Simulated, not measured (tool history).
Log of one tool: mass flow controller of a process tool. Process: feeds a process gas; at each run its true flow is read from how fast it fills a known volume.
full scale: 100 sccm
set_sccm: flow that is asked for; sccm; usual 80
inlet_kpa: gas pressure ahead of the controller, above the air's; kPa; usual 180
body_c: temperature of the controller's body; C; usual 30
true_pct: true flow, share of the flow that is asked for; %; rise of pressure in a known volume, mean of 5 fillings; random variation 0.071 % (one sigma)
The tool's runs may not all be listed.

run,hour,set_sccm,inlet_kpa,body_c,true_pct
1,0.0,80,180,30,98.73
2,256.7,80,180,30,98.57
3,470.1,80,180,30,98.65
4,662.0,80,180,29,98.53
5,933.9,65,180,30,98.49
6,1145.0,26,180,30,99.46
7,1393.4,80,180,38,98.66
8,1643.5,80,147,38,98.84
9,1983.6,51,180,30,98.24
10,2218.3,51,180,30,98.28
11,2517.7,51,180,30,98.20
12,2819.7,80,180,30,98.20
13,3137.6,80,180,30,98.16
14,3395.5,80,180,30,98.13
15,3658.2,80,180,30,98.10
16,3952.6,80,180,30,97.94
# hour 4147.1: controller exchanged for a calibrated one
17,4239.4,80,181,30,99.97
# hour 4266.7: controller's zero set anew
18,4407.0,80,181,30,99.86
19,4677.1,80,181,30,99.89
20,4930.0,19,184,24,98.23
21,5224.9,17,155,30,98.73
22,5435.6,17,231,30,98.71
# hour 5553.4: controller's zero set anew, once more
23,5700.3,46,190,37,99.00
24,6028.4,80,223,30,99.40
25,6244.1,80,223,30,99.36
26,6409.5,80,265,37,99.62
27,6586.2,15,180,30,98.39
28,6802.6,15,180,30,98.57
29,7066.2,13,176,23,98.56
30,7272.6,45,244,23,98.29
31,7513.8,45,214,31,98.56
32,7708.9,23,214,23,98.27
33,7849.6,23,214,21,98.21

Some steps in true_pct between neighbouring runs. How much of each would the tool show without its hidden state too (settings, what came in, random variation), and how much is left for the hidden state, with any gauge scatter that isn't in both results?
The hidden state here: flow at rest that the sensor doesn't see, % of full scale; true flow over the shown one, %; drift of the gauge itself on true_pct, %.
Run 5 -> 6: set_sccm 65 -> 26. true_pct +0.97 %: hidden state +1.92, all else -0.95.
Run 6 -> 7: set_sccm 26 -> 80, body_c 30 -> 38. true_pct -0.80 %: hidden state -2.24, all else +1.44.
Run 16 -> 17: inlet_kpa 180 -> 181, controller exchanged for a calibrated one. true_pct +2.03 %: hidden state +1.92, all else +0.11.
Run 19 -> 20: set_sccm 80 -> 19, inlet_kpa 181 -> 184, body_c 30 -> 24. true_pct -1.66 %: hidden state +0.25, all else -1.91.
Run 26 -> 27: set_sccm 80 -> 15, inlet_kpa 265 -> 180, body_c 37 -> 30. true_pct -1.23 %: hidden state +0.68, all else -1.91.

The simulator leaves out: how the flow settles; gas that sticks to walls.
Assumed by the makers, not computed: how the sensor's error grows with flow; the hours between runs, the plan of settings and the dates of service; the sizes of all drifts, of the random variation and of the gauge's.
